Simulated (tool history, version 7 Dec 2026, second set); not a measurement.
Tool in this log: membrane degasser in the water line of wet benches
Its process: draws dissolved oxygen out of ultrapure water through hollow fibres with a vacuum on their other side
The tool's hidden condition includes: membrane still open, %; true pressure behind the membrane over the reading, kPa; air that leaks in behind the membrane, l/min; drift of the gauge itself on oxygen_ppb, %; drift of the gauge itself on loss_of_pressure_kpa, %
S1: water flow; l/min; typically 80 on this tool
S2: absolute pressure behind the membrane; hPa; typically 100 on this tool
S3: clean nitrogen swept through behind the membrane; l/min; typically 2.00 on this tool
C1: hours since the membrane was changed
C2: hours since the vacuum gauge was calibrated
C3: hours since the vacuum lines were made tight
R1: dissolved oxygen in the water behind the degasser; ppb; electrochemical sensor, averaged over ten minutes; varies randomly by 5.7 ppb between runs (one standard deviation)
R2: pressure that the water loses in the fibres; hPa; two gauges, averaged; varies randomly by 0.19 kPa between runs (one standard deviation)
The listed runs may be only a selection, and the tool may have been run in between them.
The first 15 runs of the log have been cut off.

{"run": 16, "hour": 810.0, "S1": 80, "S2": 100, "S3": 2.0, "C1": 3686, "C2": 101, "C3": 12572, "R1": 578.0, "R2": 379.4}
{"run": 17, "hour": 871.9, "S1": 71, "S2": 100, "S3": 1.39, "C1": 3748, "C2": 163, "C3": 12633, "R1": 658.3, "R2": 334.8}
{"run": 18, "hour": 909.6, "S1": 53, "S2": 111, "S3": 1.35, "C1": 3786, "C2": 200, "C3": 12671, "R1": 602.7, "R2": 250.2}
{"run": 19, "hour": 957.1, "S1": 50, "S2": 84, "S3": 0.8, "C1": 3834, "C2": 248, "C3": 12719, "R1": 560.6, "R2": 238.5}
{"run": 20, "hour": 1012.6, "S1": 127, "S2": 84, "S3": 0.8, "C1": 3889, "C2": 303, "C3": 12774, "R1": 1254.8, "R2": 604.9}
{"run": 21, "hour": 1077.6, "S1": 81, "S2": 72, "S3": 0.8, "C1": 3954, "C2": 368, "C3": 12839, "R1": 636.3, "R2": 383.3}
{"run": 22, "hour": 1116.0, "S1": 81, "S2": 174, "S3": 0.8, "C1": 3992, "C2": 407, "C3": 12878, "R1": 1911.2, "R2": 386.4}
{"hour": 1130.4, "done": "vacuum gauge calibrated, once more"}
{"run": 23, "hour": 1192.7, "S1": 89, "S2": 174, "S3": 1.08, "C1": 4069, "C2": 62, "C3": 12954, "R1": 1742.6, "R2": 418.3}
{"run": 24, "hour": 1272.8, "S1": 123, "S2": 249, "S3": 4.18, "C1": 4149, "C2": 142, "C3": 13034, "R1": 1421.1, "R2": 582.6}
{"run": 25, "hour": 1348.5, "S1": 87, "S2": 100, "S3": 2.0, "C1": 4225, "C2": 218, "C3": 13110, "R1": 636.7, "R2": 416.9}
{"run": 26, "hour": 1419.8, "S1": 62, "S2": 113, "S3": 1.04, "C1": 4296, "C2": 289, "C3": 13181, "R1": 831.6, "R2": 296.5}
{"run": 27, "hour": 1473.3, "S1": 123, "S2": 193, "S3": 1.29, "C1": 4349, "C2": 343, "C3": 13234, "R1": 2176.0, "R2": 585.2}
{"run": 28, "hour": 1520.7, "S1": 82, "S2": 64, "S3": 3.7, "C1": 4397, "C2": 390, "C3": 13282, "R1": 229.3, "R2": 390.3}
{"run": 29, "hour": 1579.0, "S1": 56, "S2": 92, "S3": 3.7, "C1": 4455, "C2": 449, "C3": 13340, "R1": 215.0, "R2": 268.3}
{"run": 30, "hour": 1613.6, "S1": 89, "S2": 119, "S3": 3.7, "C1": 4490, "C2": 483, "C3": 13375, "R1": 529.0, "R2": 423.5}
{"run": 31, "hour": 1657.1, "S1": 80, "S2": 121, "S3": 1.23, "C1": 4533, "C2": 527, "C3": 13418, "R1": 1004.2, "R2": 382.5}

Below are 5 alternative next runs, each starting from the tool's condition after run 31. Predict each:
{"run": "A", "hour": 1706.6, "S1": 80, "S2": 187, "S3": 2.03, "C1": 4583, "C2": 576, "C3": 13468, "R1": "?", "R2": "?"}
{"run": "B", "hour": 1706.6, "S1": 57, "S2": 248, "S3": 1.92, "C1": 4583, "C2": 576, "C3": 13468, "R1": "?", "R2": "?"}
{"run": "C", "hour": 1706.6, "S1": 125, "S2": 100, "S3": 5.76, "C1": 4583, "C2": 576, "C3": 13468, "R1": "?", "R2": "?"}
{"run": "D", "hour": 1706.6, "S1": 109, "S2": 65, "S3": 4.61, "C1": 4583, "C2": 576, "C3": 13468, "R1": "?", "R2": "?"}
{"run": "E", "hour": 1706.6, "S1": 80, "S2": 154, "S3": 1.3, "C1": 4583, "C2": 576, "C3": 13468, "R1": "?", "R2": "?"}

run=A R1=1144.6 R2=379.3
run=B R1=1196.6 R2=273.6
run=C R1=621.4 R2=597.3
run=D R1=387.2 R2=522.7
run=E R1=1281.1 R2=381.7
Had the tool no hidden state, the same runs would have come out as:
run=A R1=1135.4 R2=369.5
run=B R1=1188.1 R2=266.5
run=C R1=594.6 R2=581.9
run=D R1=366.0 R2=509.2
run=E R1=1275.6 R2=371.8
